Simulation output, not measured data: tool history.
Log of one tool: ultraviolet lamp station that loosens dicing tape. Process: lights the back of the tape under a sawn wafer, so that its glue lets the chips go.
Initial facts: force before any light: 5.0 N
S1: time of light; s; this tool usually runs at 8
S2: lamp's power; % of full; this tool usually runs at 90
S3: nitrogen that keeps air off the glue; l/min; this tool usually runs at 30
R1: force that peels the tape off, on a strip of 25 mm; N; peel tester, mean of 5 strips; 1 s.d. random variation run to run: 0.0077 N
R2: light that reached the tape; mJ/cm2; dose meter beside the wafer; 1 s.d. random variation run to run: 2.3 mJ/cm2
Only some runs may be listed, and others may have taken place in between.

| run | day | S1 | S2 | S3 | R1 | R2 |
|---|---|---|---|---|---|---|
| 1 | 0.000 | 8 | 90 | 30 | 0.322 | 227 |
| 2 | 0.558 | 8 | 90 | 30 | 0.324 | 227 |
| 3 | 1.217 | 8 | 90 | 30 | 0.330 | 222 |
| 4 | 2.092 | 5 | 90 | 30 | 0.658 | 137 |
| 5 | 2.846 | 5 | 90 | 30 | 0.644 | 138 |
| 6 | 3.496 | 5 | 90 | 30 | 0.662 | 137 |
| 7 | 4.379 | 5 | 90 | 30 | 0.650 | 142 |
| 8 | 4.775 | 8 | 73 | 30 | 0.449 | 177 |
| 9 | 5.700 | 8 | 90 | 23 | 0.369 | 215 |
| 10 | 6.429 | 8 | 90 | 23 | 0.377 | 214 |
| 11 | 7.042 | 8 | 90 | 23 | 0.395 | 215 |
| 12 | 7.675 | 8 | 90 | 30 | 0.334 | 214 |
| 13 | 8.300 | 5 | 90 | 30 | 0.700 | 131 |
| 14 | 9.017 | 5 | 90 | 30 | 0.690 | 133 |
| 15 | 9.921 | 8 | 90 | 30 | 0.348 | 212 |
| 16 | 10.346 | 9 | 90 | 30 | 0.304 | 233 |
| 17 | 11.188 | 8 | 62 | 30 | 0.627 | 146 |
| 18 | 11.929 | 8 | 62 | 30 | 0.623 | 142 |
| 19 | 12.683 | 8 | 62 | 30 | 0.647 | 141 |
|  | 12.758 | window cleaned of glue's vapour |
| 20 | 13.188 | 8 | 62 | 30 | 0.669 | 138 |
| 21 | 13.846 | 8 | 62 | 30 | 0.673 | 140 |
| 22 | 14.467 | 6 | 90 | 30 | 0.587 | 150 |
| 23 | 15.000 | 7 | 60 | 30 | 0.895 | 118 |
| 24 | 15.829 | 13 | 86 | 43 | 0.234 | 305 |
| 25 | 16.442 | 13 | 86 | 43 | 0.229 | 310 |
| 26 | 17.046 | 9 | 62 | 23 | 0.654 | 147 |
|  | 17.250 | window cleaned of glue's vapour, once more |
| 27 | 17.592 | 10 | 92 | 21 | 0.286 | 275 |
| 28 | 17.983 | 10 | 88 | 21 | 0.291 | 267 |
| 29 | 18.625 | 5 | 90 | 30 | 0.711 | 133 |
| 30 | 19.000 | 4 | 62 | 16 | 1.995 | 73 |
| 31 | 19.717 | 5 | 72 | 30 | 0.990 | 102 |
| 32 | 20.425 | 10 | 72 | 31 | 0.352 | 210 |
| 33 | 21.338 | 7 | 85 | 31 | 0.465 | 171 |
| 34 | 22.262 | 7 | 85 | 31 | 0.450 | 174 |
| 35 | 22.700 | 8 | 88 | 10 | 0.706 | 204 |
| 36 | 23.417 | 9 | 66 | 11 | 0.823 | 170 |
| 37 | 23.996 | 9 | 66 | 11 | 0.864 | 171 |
| 38 | 24.833 | 6 | 91 | 29 | 0.573 | 154 |
| 39 | 25.367 | 6 | 91 | 29 | 0.570 | 154 |
| 40 | 26.154 | 6 | 71 | 26 | 0.884 | 116 |
| 41 | 26.746 | 14 | 84 | 58 | 0.231 | 325 |
| 42 | 27.375 | 7 | 71 | 31 | 0.664 | 137 |
| 43 | 27.783 | 8 | 64 | 9 | 1.246 | 140 |

Forecast each of these 3 alternatives for the next run:
| A | 28.529 | 4 | 61 | 10 | ? | ? |
| B | 28.529 | 14 | 64 | 9 | ? | ? |
| C | 28.529 | 8 | 80 | 30 | ? | ? |

| run | R1 | R2 |
|---|---|---|
| A | 2.466 | 67 |
| B | 0.561 | 244 |
| C | 0.453 | 176 |
Stripped of hidden state, with their random variation kept, the same runs would have yielded:
| run | R1 | R2 |
|---|---|---|
| A | 2.117 | 82 |
| B | 0.411 | 298 |
| C | 0.339 | 215 |
